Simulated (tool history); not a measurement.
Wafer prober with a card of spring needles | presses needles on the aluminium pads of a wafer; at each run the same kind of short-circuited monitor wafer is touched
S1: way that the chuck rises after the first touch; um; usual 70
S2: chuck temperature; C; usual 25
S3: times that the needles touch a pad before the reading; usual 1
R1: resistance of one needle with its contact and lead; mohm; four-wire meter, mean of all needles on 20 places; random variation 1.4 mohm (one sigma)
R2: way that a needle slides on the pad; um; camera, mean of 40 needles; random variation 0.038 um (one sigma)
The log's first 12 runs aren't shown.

run,hour,S1,S2,S3,R1,R2
# hour 162.6: tips cleaned on abrasive film
# hour 174.4: tips cleaned on abrasive film
13,178.2,70,25,1,229,12.08
# hour 186.8: tips cleaned on abrasive film
14,193.7,70,25,2,215,12.02
# hour 199.5: tips cleaned on abrasive film
# hour 212.3: tips cleaned on abrasive film
15,212.3,70,25,2,140,12.04
# hour 224.9: tips cleaned on abrasive film
16,230.6,70,25,2,213,12.02
# hour 236.8: tips cleaned on abrasive film
# hour 248.2: tips cleaned on abrasive film
17,252.1,70,25,2,194,11.9
# hour 260.8: tips cleaned on abrasive film
18,264.5,70,25,2,192,11.91
# hour 272.7: tips cleaned on abrasive film
19,279.6,86,103,2,192,14.72
# hour 285: tips cleaned on abrasive film
# hour 296.3: tips cleaned on abrasive film
20,299,70,25,1,213,11.93
# hour 307.5: height of the first contact set anew
# hour 309.2: tips cleaned on abrasive film
21,318.1,54,78,1,386,9.44
# hour 322.1: tips cleaned on abrasive film
22,328.8,58,46,1,337,10.13
# hour 334.2: tips cleaned on abrasive film
# hour 345.7: tips cleaned on abrasive film
23,345.7,71,25,1,144,12.36
# hour 358.4: tips cleaned on abrasive film
24,358.4,62,44,3,149,10.72
# hour 369.9: tips cleaned on abrasive film
25,371.4,65,50,3,164,11.26
# hour 382.4: tips cleaned on abrasive film
26,393.1,65,50,3,213,11.22
# hour 394.6: tips cleaned on abrasive film
27,403.8,70,27,2,235,12.06
# hour 407.2: tips cleaned on abrasive film
# hour 418.7: tips cleaned on abrasive film
28,418.7,52,82,1,190,8.92
# hour 430.3: tips cleaned on abrasive film
29,440,52,82,1,435,8.88
# hour 441.6: tips cleaned on abrasive film
# hour 452.9: tips cleaned on abrasive film
30,462.3,52,82,1,434,8.85
# hour 464.6: tips cleaned on abrasive film
# hour 476.2: tips cleaned on abrasive film
31,476.2,52,82,1,176,8.83
# hour 488.3: tips cleaned on abrasive film
32,494.1,52,37,1,377,8.81

Forecast each of these 4 alternatives for the next run:
# hour 500.9: tips cleaned on abrasive film
# hour 512.3: tips cleaned on abrasive film
A,514.3,70,25,2,?,?
# hour 500.9: tips cleaned on abrasive film
# hour 512.3: tips cleaned on abrasive film
B,514.3,79,25,1,?,?
# hour 500.9: tips cleaned on abrasive film
# hour 512.3: tips cleaned on abrasive film
C,514.3,52,47,1,?,?
# hour 500.9: tips cleaned on abrasive film
# hour 512.3: tips cleaned on abrasive film
D,514.3,65,63,3,?,?

run,R1,R2
A,168,11.96
B,182,13.52
C,256,8.82
D,166,11.09
Without the tool's hidden state the same runs would have given:
run,R1,R2
A,127,12.24
B,128,13.8
C,141,9.1
D,137,11.37

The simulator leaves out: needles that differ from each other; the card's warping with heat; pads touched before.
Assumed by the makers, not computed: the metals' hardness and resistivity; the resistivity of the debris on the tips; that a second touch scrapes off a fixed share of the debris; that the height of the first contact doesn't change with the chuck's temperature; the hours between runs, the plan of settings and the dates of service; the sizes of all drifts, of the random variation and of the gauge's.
